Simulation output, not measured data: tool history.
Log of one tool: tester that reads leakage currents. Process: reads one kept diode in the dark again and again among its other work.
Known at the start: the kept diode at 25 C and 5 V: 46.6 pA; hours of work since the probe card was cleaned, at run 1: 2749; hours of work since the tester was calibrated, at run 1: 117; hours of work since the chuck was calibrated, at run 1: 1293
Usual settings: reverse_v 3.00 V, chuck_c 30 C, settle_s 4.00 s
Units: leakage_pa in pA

run      day  reverse_v  chuck_c  settle_s  hours of work since the probe card was cleaned  hours of work since the tester was calibrated  hours of work since the chuck was calibrated  leakage_pa
  1    0.000       3.00       30      4.00                                            2749                                            117                                          1293       57.60
  2    6.729       3.00       30      4.00                                            2823                                            191                                          1367       57.89
  3   11.229       3.00       30      4.00                                            2872                                            241                                          1417       58.03
  4   16.325       3.00       20      4.00                                            2928                                            297                                          1473       21.92
  5   24.179       3.00       27      4.00                                            3014                                            383                                          1559       43.20
  6   31.412       3.00       30      4.00                                            3094                                            462                                          1638       57.83
      35.154  -- chuck's temperature calibrated
  7   39.729       3.00       30      4.00                                            3184                                            553                                            50       57.73
  8   45.792       3.00       30      4.00                                            3251                                            619                                           117       58.25
  9   50.058       3.00       30      4.00                                            3298                                            666                                           164       57.87
 10   55.971       3.00       30      4.00                                            3363                                            731                                           229       57.84
 11   63.988       3.00       30      4.00                                            3451                                            819                                           317       57.83
 12   70.671       3.00       35      4.00                                            3524                                            893                                           390       91.36
 13   75.800       3.00       35      4.00                                            3580                                            949                                           446       91.51
 14   82.171       3.00       30      4.00                                            3650                                           1019                                           516       57.54
 15   89.600       5.33       44      1.26                                            3732                                           1101                                           598      274.78
      94.633  -- probe card cleaned and baked
 16   96.412       7.50       41      1.26                                              20                                           1174                                           671      251.84
 17  104.162       2.58       26      4.00                                             105                                           1259                                           757       36.58
 18  110.008       4.84       32      0.88                                             169                                           1323                                           821       89.66
 19  116.412       4.84       32      0.88                                             239                                           1394                                           891       89.59
 20  126.204       3.00       28      0.31                                             347                                           1501                                           999       48.33
 21  133.100       4.60       45      4.28                                             422                                           1577                                          1074      275.22
 22  138.571       2.40       30      7.02                                             483                                           1637                                          1134       51.62
 23  144.383       2.49       55      3.42                                             546                                           1701                                          1198      459.87

Run 24 comes next. What will it give?
 24  152.283      10.45       24      1.51                                             633                                           1788                                          1285           ?

Run 24 gave leakage_pa 62.50 pA.
Without the tool's hidden state the same run would have given leakage_pa 62.50 pA.
